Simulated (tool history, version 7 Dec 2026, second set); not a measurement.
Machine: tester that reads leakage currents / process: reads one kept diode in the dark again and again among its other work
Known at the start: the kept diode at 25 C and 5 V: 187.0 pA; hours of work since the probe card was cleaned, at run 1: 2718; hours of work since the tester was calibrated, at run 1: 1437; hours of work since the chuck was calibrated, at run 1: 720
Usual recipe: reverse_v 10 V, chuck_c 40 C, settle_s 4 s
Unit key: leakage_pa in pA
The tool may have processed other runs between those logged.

run,day,reverse_v,chuck_c,settle_s,hours of work since the probe card was cleaned,hours of work since the tester was calibrated,hours of work since the chuck was calibrated,leakage_pa
1,0,10,40,4,2718,1437,720,1063.61
2,10.496,10,40,4,2837,1555,839,1074.27
# day 12.525: chuck's temperature calibrated
3,20.05,10,40,4,2944,1662,85,981.75
4,26.508,10,40,4,3017,1735,158,989.72
5,32.058,10,40,4,3080,1798,221,996.28
6,40.75,10,40,4,3178,1896,319,1015.65
7,50.546,10,40,4,3288,2007,430,1026.39
8,55.833,10,40,4,3348,2067,489,1031.72
9,61.804,10,40,4,3416,2134,557,1044.25
10,68.267,10,40,4,3489,2207,630,1055.14
11,78.446,2.3,40,1.14,3604,2322,745,596.97
# day 80.217: probe card cleaned and baked
12,85.008,2.3,40,1.14,54,2395,817,601.04

Forecast run 13:
# day 88.825: chuck's temperature calibrated
13,93,2.3,40,1.09,143,2484,47,?

leakage_pa: 547.07 pA
With no hidden state in the tool, this same run would have given leakage_pa 538.58 pA.
